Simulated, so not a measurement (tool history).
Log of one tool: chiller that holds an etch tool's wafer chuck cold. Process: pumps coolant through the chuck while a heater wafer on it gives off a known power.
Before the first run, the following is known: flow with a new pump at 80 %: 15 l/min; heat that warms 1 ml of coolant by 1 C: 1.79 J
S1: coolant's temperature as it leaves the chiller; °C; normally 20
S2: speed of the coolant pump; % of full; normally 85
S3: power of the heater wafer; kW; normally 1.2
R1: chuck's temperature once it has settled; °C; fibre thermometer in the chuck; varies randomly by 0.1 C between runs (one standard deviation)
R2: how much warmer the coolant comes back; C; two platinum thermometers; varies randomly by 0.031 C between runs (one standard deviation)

run,day,S1,S2,S3,R1,R2
1,0,20,85,1.2,27.3,2.52
2,4.158,20,85,1.2,27.4,2.58
3,8.429,16,85,1.2,23.3,2.52
4,13.683,16,85,1.2,23.3,2.56
5,18.354,16,85,1.2,23.4,2.56
# day 19.379: chiller's thermometer calibrated
6,21.125,20,85,1.2,27.4,2.53
7,26.183,20,85,1.2,27.2,2.55
8,31.15,20,85,1.2,27.4,2.56
9,36.162,20,85,1.2,27.2,2.58
10,39.542,22,78,1.284,30.5,2.91
11,45.05,22,78,1.284,30.4,2.96
12,49.875,18,78,1.13,25.4,2.6
13,54.079,24,78,1.13,31.5,2.65
14,58.475,24,78,1.13,31.4,2.58
15,61.667,27,85,1.424,35.8,3.01
16,67.15,20,75,1.078,27.3,2.61

What will run 17 give?
17,69.658,17,93,0.974,?,?

{"run 17": {"R1": 22.5, "R2": 1.88}}
On a tool with no hidden condition, and with the same random variation, this run would have come out at R1 22.5 °C, R2 1.88 C.
